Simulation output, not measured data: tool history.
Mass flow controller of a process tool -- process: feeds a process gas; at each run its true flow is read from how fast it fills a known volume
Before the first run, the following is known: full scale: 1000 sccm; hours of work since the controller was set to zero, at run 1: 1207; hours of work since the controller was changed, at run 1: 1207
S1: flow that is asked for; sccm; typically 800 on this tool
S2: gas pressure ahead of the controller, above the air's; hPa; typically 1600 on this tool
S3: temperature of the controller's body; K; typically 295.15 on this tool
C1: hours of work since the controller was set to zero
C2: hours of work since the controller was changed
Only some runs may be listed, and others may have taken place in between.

Run 1, hour 0: usual settings; C1 1207; C2 1207. Result: true flow (%) 100.65.
Run 2, hour 64.1: usual settings but S3 303.15 K; C1 1237; C2 1237. Result: true flow (%) 101.11.
Run 3, hour 164.1: usual settings but S3 303.15 K; C1 1284; C2 1284. Result: true flow (%) 100.96.
Run 4, hour 238.2: usual settings; C1 1318; C2 1318. Result: true flow (%) 100.7.
Run 5, hour 321.9: usual settings but S1 306 sccm; C1 1357; C2 1357. Result: true flow (%) 100.39.
Run 6, hour 370.4: usual settings but S1 306 sccm; C1 1379; C2 1379. Result: true flow (%) 100.36.
Run 7, hour 465.5: usual settings but S1 306 sccm; C1 1424; C2 1424. Result: true flow (%) 100.4.
Run 8, hour 546.6: usual settings but S1 306 sccm; C1 1461; C2 1461. Result: true flow (%) 100.48.
Run 9, hour 591.8: usual settings but S1 306 sccm; C1 1482; C2 1482. Result: true flow (%) 100.38.
Run 10, hour 677.9: usual settings but S1 116 sccm; C1 1522; C2 1522. Result: true flow (%) 100.69.
Run 11, hour 745.3: usual settings; C1 1553; C2 1553. Result: true flow (%) 100.76.
Run 12, hour 838.4: usual settings but S1 146 sccm; C1 1597; C2 1597. Result: true flow (%) 100.66.
Run 13, hour 885.8: usual settings but S1 146 sccm; C1 1619; C2 1619. Result: true flow (%) 100.65.
Run 14, hour 936: usual settings but S1 146 sccm; C1 1642; C2 1642. Result: true flow (%) 100.59.
Run 15, hour 1033.9: usual settings but S1 146 sccm; C1 1687; C2 1687. Result: true flow (%) 100.77.
Run 16, hour 1084.1: usual settings but S1 146 sccm; C1 1711; C2 1711. Result: true flow (%) 100.75.
Run 17, hour 1191.2: usual settings but S1 128 sccm, S2 1530 hPa, S3 293.15 K; C1 1760; C2 1760. Result: true flow (%) 100.85.
Run 18, hour 1241.8: usual settings but S1 657 sccm, S2 1530 hPa, S3 296.15 K; C1 1784; C2 1784. Result: true flow (%) 100.82.
Run 19, hour 1345.8: usual settings but S1 143 sccm, S2 2300 hPa, S3 294.15 K; C1 1832; C2 1832. Result: true flow (%) 100.67.
Run 20, hour 1410.6: usual settings but S1 143 sccm, S2 2300 hPa, S3 306.15 K; C1 1862; C2 1862. Result: true flow (%) 101.18.
At hour 1419.5: controller's zero set anew.
Run 21, hour 1472.4: usual settings but S1 571 sccm, S2 2510 hPa; C1 25; C2 1891. Result: true flow (%) 100.57.
Run 22, hour 1539.8: usual settings but S1 571 sccm, S2 2510 hPa; C1 56; C2 1922. Result: true flow (%) 100.6.
Run 23, hour 1596.3: usual settings but S1 768 sccm; C1 82; C2 1948. Result: true flow (%) 101.06.
Run 24, hour 1657.9: usual settings but S1 768 sccm; C1 111; C2 1977. Result: true flow (%) 101.11.
Run 25, hour 1766.5: usual settings but S1 768 sccm; C1 161; C2 2027. Result: true flow (%) 101.1.
Run 26, hour 1822.1: usual settings but S1 768 sccm; C1 187; C2 2053. Result: true flow (%) 101.16.
At hour 1868.8: controller's zero set anew, once more.
Run 27, hour 1912: usual settings but S1 768 sccm; C1 20; C2 2095. Result: true flow (%) 101.03.
Run 28, hour 1978.9: usual settings but S1 809 sccm, S2 2170 hPa, S3 311.15 K; C1 51; C2 2126. Result: true flow (%) 101.67.
Run 29, hour 2049.1: usual settings but S1 169 sccm, S2 2420 hPa, S3 307.15 K; C1 84; C2 2158. Result: true flow (%) 100.68.
Run 30, hour 2105.3: usual settings but S2 2040 hPa, S3 298.15 K; C1 110; C2 2184. Result: true flow (%) 100.94.
Run 31, hour 2186: usual settings but S2 2040 hPa, S3 298.15 K; C1 147; C2 2222. Result: true flow (%) 101.16.
Run 32, hour 2268.9: usual settings but S2 2270 hPa, S3 301.15 K; C1 186; C2 2260. Result: true flow (%) 101.34.

Consider 3 possible next runs. They are alternatives, not a sequence: every one starts from the tool as it was left by run 32. What does each give?
Run A, hour 2336.2: usual settings but S1 453 sccm, S2 2550 hPa, S3 294.15 K; C1 217; C2 2291. Result: true flow (%) ?.
Run B, hour 2336.2: usual settings but S1 690 sccm, S2 1420 hPa, S3 304.15 K; C1 217; C2 2291. Result: true flow (%) ?.
Run C, hour 2336.2: usual settings but S1 424 sccm, S2 1730 hPa, S3 304.15 K; C1 217; C2 2291. Result: true flow (%) ?.

run  true flow (%)
  A         100.51
  B         101.51
  C            101
With no hidden state in the tool, these same runs would have given:
run  true flow (%)
  A          99.14
  B         100.15
  C          99.63
